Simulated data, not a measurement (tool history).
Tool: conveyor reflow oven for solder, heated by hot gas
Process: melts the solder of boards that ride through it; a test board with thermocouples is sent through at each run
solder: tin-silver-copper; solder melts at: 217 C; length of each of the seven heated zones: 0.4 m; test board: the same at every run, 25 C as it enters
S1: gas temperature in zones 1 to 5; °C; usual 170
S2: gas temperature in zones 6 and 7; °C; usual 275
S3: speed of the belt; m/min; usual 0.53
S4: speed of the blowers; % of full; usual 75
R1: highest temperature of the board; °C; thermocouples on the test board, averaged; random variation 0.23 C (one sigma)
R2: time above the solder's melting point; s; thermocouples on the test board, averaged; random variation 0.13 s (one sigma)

{"run": 1, "hour": 0.0, "S1": 170, "S2": 275, "S3": 0.53, "S4": 75, "R1": 259.7, "R2": 73.6}
{"run": 2, "hour": 27.4, "S1": 170, "S2": 275, "S3": 0.53, "S4": 75, "R1": 259.5, "R2": 73.3}
{"run": 3, "hour": 58.5, "S1": 170, "S2": 275, "S3": 0.53, "S4": 75, "R1": 259.9, "R2": 73.4}
{"run": 4, "hour": 87.0, "S1": 170, "S2": 275, "S3": 0.53, "S4": 75, "R1": 259.6, "R2": 73.5}
{"run": 5, "hour": 114.4, "S1": 170, "S2": 280, "S3": 0.53, "S4": 75, "R1": 263.9, "R2": 76.6}
{"run": 6, "hour": 132.5, "S1": 165, "S2": 275, "S3": 0.53, "S4": 75, "R1": 258.3, "R2": 70.8}
{"run": 7, "hour": 150.0, "S1": 165, "S2": 275, "S3": 0.53, "S4": 69, "R1": 256.8, "R2": 69.2}
{"run": 8, "hour": 181.8, "S1": 165, "S2": 275, "S3": 0.53, "S4": 69, "R1": 256.5, "R2": 68.7}
{"run": 9, "hour": 204.1, "S1": 165, "S2": 275, "S3": 0.53, "S4": 69, "R1": 256.6, "R2": 68.9}
{"run": 10, "hour": 226.0, "S1": 165, "S2": 275, "S3": 0.53, "S4": 69, "R1": 256.5, "R2": 69.2}
{"run": 11, "hour": 242.4, "S1": 165, "S2": 275, "S3": 0.53, "S4": 69, "R1": 256.7, "R2": 69.2}
{"run": 12, "hour": 261.3, "S1": 165, "S2": 275, "S3": 0.53, "S4": 69, "R1": 256.4, "R2": 68.9}
{"hour": 270.5, "done": "belt drive overhauled, speed set with a stopwatch"}
{"run": 13, "hour": 284.5, "S1": 163, "S2": 275, "S3": 0.503, "S4": 63, "R1": 255.5, "R2": 69}
{"run": 14, "hour": 300.6, "S1": 170, "S2": 272, "S3": 0.53, "S4": 88, "R1": 258.6, "R2": 71.6}
{"run": 15, "hour": 331.6, "S1": 170, "S2": 290, "S3": 0.486, "S4": 53, "R1": 267.9, "R2": 84.2}
{"run": 16, "hour": 357.1, "S1": 170, "S2": 290, "S3": 0.486, "S4": 53, "R1": 267.5, "R2": 84.3}
{"run": 17, "hour": 376.7, "S1": 170, "S2": 275, "S3": 0.53, "S4": 71, "R1": 257, "R2": 69.2}
{"run": 18, "hour": 395.5, "S1": 181, "S2": 290, "S3": 0.575, "S4": 81, "R1": 271.3, "R2": 77.1}
{"run": 19, "hour": 410.5, "S1": 156, "S2": 269, "S3": 0.53, "S4": 54, "R1": 242.8, "R2": 49.1}
{"hour": 443.1, "done": "flux residue cleaned out of gas plates and filters"}
{"run": 20, "hour": 444.7, "S1": 172, "S2": 269, "S3": 0.596, "S4": 61, "R1": 246.5, "R2": 53.2}
{"run": 21, "hour": 470.3, "S1": 172, "S2": 269, "S3": 0.596, "S4": 61, "R1": 246.7, "R2": 53.1}

5 ways to go on from here, each from the tool as it stands after run 21. What would each give?
{"run": "A", "hour": 486.3, "S1": 172, "S2": 281, "S3": 0.426, "S4": 55, "R1": "?", "R2": "?"}
{"run": "B", "hour": 486.3, "S1": 178, "S2": 285, "S3": 0.612, "S4": 61, "R1": "?", "R2": "?"}
{"run": "C", "hour": 486.3, "S1": 172, "S2": 269, "S3": 0.475, "S4": 61, "R1": "?", "R2": "?"}
{"run": "D", "hour": 486.3, "S1": 165, "S2": 287, "S3": 0.596, "S4": 55, "R1": "?", "R2": "?"}
{"run": "E", "hour": 486.3, "S1": 172, "S2": 276, "S3": 0.492, "S4": 65, "R1": "?", "R2": "?"}

run=A R1=267.7 R2=98
run=B R1=260.6 R2=64.2
run=C R1=255.1 R2=78.1
run=D R1=257.4 R2=59.4
run=E R1=261.3 R2=80.1
Without the tool's hidden state the same runs would have given:
run=A R1=266.8 R2=97
run=B R1=259.8 R2=63.6
run=C R1=254.2 R2=77.1
run=D R1=256.7 R2=58.6
run=E R1=260.4 R2=79.3
